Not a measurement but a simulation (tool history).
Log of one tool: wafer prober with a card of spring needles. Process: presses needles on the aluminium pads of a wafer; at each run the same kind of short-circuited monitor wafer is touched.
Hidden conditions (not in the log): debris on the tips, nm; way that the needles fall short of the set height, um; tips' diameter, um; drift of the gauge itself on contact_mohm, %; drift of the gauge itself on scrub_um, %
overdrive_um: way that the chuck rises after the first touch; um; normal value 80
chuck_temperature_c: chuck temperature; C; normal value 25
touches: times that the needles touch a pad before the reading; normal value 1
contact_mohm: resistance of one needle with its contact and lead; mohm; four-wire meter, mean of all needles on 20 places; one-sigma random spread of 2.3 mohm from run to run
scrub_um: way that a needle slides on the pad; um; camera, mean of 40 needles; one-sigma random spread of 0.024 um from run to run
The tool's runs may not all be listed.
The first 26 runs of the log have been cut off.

run	day	overdrive_um	chuck_temperature_c	touches	touches since the tips were cleaned	cleanings since the card got new needles	touches since the first contact's height was set	contact_mohm	scrub_um
27	9.729	97	39	3	3614	10	85465	256	13.53
28	10.233	80	101	3	7297	10	89148	278	11.18
# day 10.338: tips cleaned on abrasive film
29	10.571	86	40	2	1696	11	91565	259	12.00
30	11.012	99	117	1	4931	11	94800	280	13.82
31	11.392	77	25	2	7696	11	97565	254	10.81
# day 11.442: tips cleaned on abrasive film
32	11.879	77	25	2	3223	12	101122	254	10.77
33	12.138	77	25	2	5103	12	103002	253	10.79
# day 12.550: tips cleaned on abrasive film
34	12.667	87	25	2	878	13	106849	255	12.20
35	12.938	63	53	2	2849	13	108820	262	8.83

3 ways to go on from here, each from the tool as it stands after run 35. What would each give?
A	13.329	79	45	3	5704	13	111675	?	?
B	13.329	82	86	1	5704	13	111675	?	?
C	13.329	65	27	1	5704	13	111675	?	?

run	contact_mohm	scrub_um
A	259	11.09
B	268	11.55
C	257	9.15
The same runs, with their run-to-run variation unchanged, on a tool lacking any hidden condition would have given:
run	contact_mohm	scrub_um
A	259	10.90
B	268	11.35
C	256	9.00
